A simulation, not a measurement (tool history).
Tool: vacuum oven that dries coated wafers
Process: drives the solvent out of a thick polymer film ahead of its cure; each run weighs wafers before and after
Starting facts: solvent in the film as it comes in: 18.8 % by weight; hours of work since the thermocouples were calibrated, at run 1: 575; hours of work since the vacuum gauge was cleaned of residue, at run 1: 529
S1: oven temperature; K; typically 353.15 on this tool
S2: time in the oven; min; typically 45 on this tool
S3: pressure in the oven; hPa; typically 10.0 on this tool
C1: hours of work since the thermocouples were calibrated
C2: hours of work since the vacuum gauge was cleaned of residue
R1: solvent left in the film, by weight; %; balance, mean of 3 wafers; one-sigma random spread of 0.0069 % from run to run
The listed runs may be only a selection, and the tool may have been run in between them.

Run 1, day 0.000: usual settings; C1 575; C2 529. Result: R1 1.542 %.
Run 2, day 2.288: usual settings; C1 608; C2 562. Result: R1 1.539 %.
Run 3, day 4.450: usual settings; C1 639; C2 593. Result: R1 1.543 %.
Run 4, day 5.400: usual settings but S2 30 min; C1 652; C2 607. Result: R1 3.066 %.
Run 5, day 7.038: usual settings but S2 30 min; C1 676; C2 630. Result: R1 3.060 %.
Run 6, day 8.008: usual settings but S2 30 min; C1 690; C2 644. Result: R1 3.062 %.
Run 7, day 8.992: usual settings but S2 30 min; C1 704; C2 659. Result: R1 3.042 %.
Run 8, day 10.600: usual settings but S1 366.15 K, S2 28 min, S3 39.9 hPa; C1 727; C2 682. Result: R1 2.018 %.
Run 9, day 12.542: usual settings but S1 366.15 K, S2 28 min, S3 39.9 hPa; C1 755; C2 710. Result: R1 2.019 %.
Run 10, day 13.996: usual settings but S1 341.15 K, S2 28 min, S3 11.7 hPa; C1 776; C2 731. Result: R1 6.391 %.

Branching from run 10: 5 alternative next runs. What would each branch give?
Run A, day 14.996: usual settings but S1 341.15 K, S2 70 min, S3 6.7 hPa; C1 791; C2 745. Result: R1 ?.
Run B, day 14.996: usual settings but S1 354.15 K, S2 47 min, S3 11.7 hPa; C1 791; C2 745. Result: R1 ?.
Run C, day 14.996: usual settings but S1 344.15 K, S2 56 min, S3 11.7 hPa; C1 791; C2 745. Result: R1 ?.
Run D, day 14.996: usual settings but S1 359.15 K, S3 6.2 hPa; C1 791; C2 745. Result: R1 ?.
Run E, day 14.996: usual settings but S1 357.15 K; C1 791; C2 745. Result: R1 ?.

run     R1
  A  1.824
  B  1.367
  C  2.370
  D  0.754
  E  1.086
Had the tool no hidden state, the same runs would have come out as:
run     R1
  A  1.827
  B  1.370
  C  2.374
  D  0.755
  E  1.088

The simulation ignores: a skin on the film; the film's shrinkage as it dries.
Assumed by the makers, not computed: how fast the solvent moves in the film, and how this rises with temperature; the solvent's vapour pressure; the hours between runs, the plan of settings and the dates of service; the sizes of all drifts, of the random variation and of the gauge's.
